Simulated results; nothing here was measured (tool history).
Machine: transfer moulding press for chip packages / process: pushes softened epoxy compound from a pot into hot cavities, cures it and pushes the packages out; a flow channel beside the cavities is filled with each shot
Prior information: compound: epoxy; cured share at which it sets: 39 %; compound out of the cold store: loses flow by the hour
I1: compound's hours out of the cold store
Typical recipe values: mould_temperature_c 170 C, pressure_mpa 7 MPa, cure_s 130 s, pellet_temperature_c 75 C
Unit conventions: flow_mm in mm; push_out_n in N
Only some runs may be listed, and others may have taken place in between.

Run 1, hour 0: usual settings; I1 26.2. Result: flow_mm 751 mm, push_out_n 443 N.
At hour 31.9: cavities cleaned with cleaning compound and waxed.
Run 2, hour 42.4: usual settings; I1 35.3. Result: flow_mm 732 mm, push_out_n 287 N.
Run 3, hour 97.7: usual settings but pressure_mpa 5.99 MPa; I1 32. Result: flow_mm 679 mm, push_out_n 389 N.
Run 4, hour 139.3: usual settings but cure_s 133 s; I1 20.1. Result: flow_mm 752 mm, push_out_n 442 N.
At hour 184.5: cavities cleaned with cleaning compound and waxed.
Run 5, hour 220.3: usual settings but pellet_temperature_c 80 C; I1 10.7. Result: flow_mm 788 mm, push_out_n 337 N.
Run 6, hour 299.5: usual settings but mould_temperature_c 169 C; I1 43.9. Result: flow_mm 709 mm, push_out_n 445 N.
At hour 339.9: cavities cleaned with cleaning compound and waxed.
Run 7, hour 375.6: usual settings but mould_temperature_c 169 C, cure_s 168 s; I1 36.8. Result: flow_mm 711 mm, push_out_n 314 N.
Run 8, hour 452.6: usual settings but mould_temperature_c 169 C, cure_s 168 s; I1 42.1. Result: flow_mm 696 mm, push_out_n 412 N.
At hour 494.6: cavities cleaned with cleaning compound and waxed.
Run 9, hour 503.2: usual settings but mould_temperature_c 167 C, pellet_temperature_c 80 C; I1 24.6. Result: flow_mm 756 mm, push_out_n 318 N.
At hour 566.6: plunger's sealing rings changed.
Run 10, hour 578: usual settings but mould_temperature_c 167 C, pellet_temperature_c 80 C; I1 17.7. Result: flow_mm 799 mm, push_out_n 445 N.
At hour 586.2: mould's thermocouples calibrated.
Run 11, hour 632.7: usual settings but mould_temperature_c 165 C, pressure_mpa 5.26 MPa, cure_s 115 s, pellet_temperature_c 68 C; I1 31.2. Result: flow_mm 661 mm, push_out_n 691 N.
At hour 658: cavities cleaned with cleaning compound and waxed.
Run 12, hour 679.9: usual settings but mould_temperature_c 165 C, pressure_mpa 5.26 MPa, cure_s 115 s, pellet_temperature_c 68 C; I1 14.8. Result: flow_mm 702 mm, push_out_n 519 N.
Run 13, hour 770.9: usual settings but mould_temperature_c 165 C, pressure_mpa 5.26 MPa, cure_s 115 s, pellet_temperature_c 68 C; I1 29.7. Result: flow_mm 656 mm, push_out_n 645 N.
At hour 810: cavities cleaned with cleaning compound and waxed.
Run 14, hour 845.7: usual settings but mould_temperature_c 165 C, pressure_mpa 5.26 MPa, cure_s 115 s, pellet_temperature_c 68 C; I1 28.3. Result: flow_mm 664 mm, push_out_n 502 N.
Run 15, hour 896: usual settings but pellet_temperature_c 79 C; I1 8. Result: flow_mm 794 mm, push_out_n 411 N.
At hour 910.7: mould's thermocouples calibrated, once more.
Run 16, hour 954.6: usual settings but mould_temperature_c 172 C, pressure_mpa 6.28 MPa, cure_s 111 s, pellet_temperature_c 84 C; I1 29.4. Result: flow_mm 682 mm, push_out_n 472 N.

4 options for the next run, each taken on its own from the tool as it stands now. Forecast them:
At hour 966.7: cavities cleaned with cleaning compound and waxed.
Run A, hour 1035.2: usual settings but mould_temperature_c 169 C, cure_s 127 s, pellet_temperature_c 79 C; I1 40.8. Result: flow_mm ?, push_out_n ?.
At hour 966.7: cavities cleaned with cleaning compound and waxed.
Run B, hour 1035.2: usual settings but mould_temperature_c 169 C, pressure_mpa 6.33 MPa, cure_s 111 s, pellet_temperature_c 84 C; I1 17.3. Result: flow_mm ?, push_out_n ?.
At hour 966.7: cavities cleaned with cleaning compound and waxed.
Run C, hour 1035.2: usual settings but mould_temperature_c 178 C, pressure_mpa 6.28 MPa, cure_s 134 s, pellet_temperature_c 84 C; I1 36.7. Result: flow_mm ?, push_out_n ?.
At hour 966.7: cavities cleaned with cleaning compound and waxed.
Run D, hour 1035.2: usual settings but mould_temperature_c 169 C, pressure_mpa 6.28 MPa, cure_s 124 s, pellet_temperature_c 84 C; I1 13.6. Result: flow_mm ?, push_out_n ?.

run  flow_mm  push_out_n
  A      706         403
  B      739         489
  C      645         357
  D      738         422
Take away the tool's hidden state, keep each run's random variation, and the runs would have read:
run  flow_mm  push_out_n
  A      722         266
  B      756         323
  C      660         235
  D      754         281
